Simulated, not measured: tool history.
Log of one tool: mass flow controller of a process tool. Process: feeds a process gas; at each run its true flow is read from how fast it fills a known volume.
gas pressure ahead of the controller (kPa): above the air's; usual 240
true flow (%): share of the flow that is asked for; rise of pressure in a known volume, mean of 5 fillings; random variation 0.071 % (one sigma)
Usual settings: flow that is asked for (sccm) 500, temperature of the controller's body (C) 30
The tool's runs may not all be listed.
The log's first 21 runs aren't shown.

run    hour  flow that is asked for (sccm)  gas pressure ahead of the controller (kPa)  temperature of the controller's body (C)  hours of work since the controller was set to zero  hours of work since the controller was changed  true flow (%)
 22  3463.1                            500                                         240                                        34                                                1113                                            1113          99.95
 23  3686.5                            500                                         238                                        30                                                1281                                            1281          99.83
 24  3787.6                            500                                         238                                        30                                                1357                                            1357          99.74
 25  3918.1                            500                                         238                                        30                                                1455                                            1455          99.74
 26  4049.8                            500                                         247                                        34                                                1555                                            1555          99.87
 27  4165.7                            312                                         183                                        36                                                1642                                            1642         100.21
 28    4286                            191                                         190                                        30                                                1732                                            1732         100.47
 29  4418.2                            276                                         233                                        30                                                1832                                            1832         100.03
 30  4561.5                            162                                         240                                        30                                                1940                                            1940          100.7
 31  4723.3                            500                                         240                                        29                                                2062                                            2062          99.71
 32  4913.9                            500                                         240                                        29                                                2206                                            2206          99.64
 33  5092.5                            119                                         250                                        39                                                2340                                            2340          101.7
 34  5237.8                            486                                         240                                        23                                                2450                                            2450          99.44
 35  5414.1                            200                                         160                                        23                                                2582                                            2582         100.37
 36  5638.5                            200                                         160                                        23                                                2751                                            2751         100.37
 37  5812.8                            200                                         160                                        23                                                2883                                            2883         100.53
 38  5977.5                            321                                         160                                        23                                                3007                                            3007          99.75
 39  6197.1                            321                                         160                                        23                                                3172                                            3172          99.87
 40  6313.2                            321                                         160                                        23                                                3260                                            3260          99.67
 41  6496.4                            321                                         160                                        23                                                3398                                            3398          99.84
 42  6600.3                            991                                         173                                        32                                                3476                                            3476          99.39
 43  6831.9                            447                                         179                                        31                                                3651                                            3651           99.6
 44  6933.9                            447                                         179                                        31                                                3727                                            3727           99.6
 45    7046                            447                                         179                                        31                                                3812                                            3812          99.62
 46    7206                            447                                         217                                        27                                                3932                                            3932          99.39

The next listed run, before its measurement:
 47  7352.1                            324                                         189                                        22                                                4042                                            4042              ?

true flow (%): 99.81
Without the tool's hidden state the same run would have given true flow (%) 99.74.

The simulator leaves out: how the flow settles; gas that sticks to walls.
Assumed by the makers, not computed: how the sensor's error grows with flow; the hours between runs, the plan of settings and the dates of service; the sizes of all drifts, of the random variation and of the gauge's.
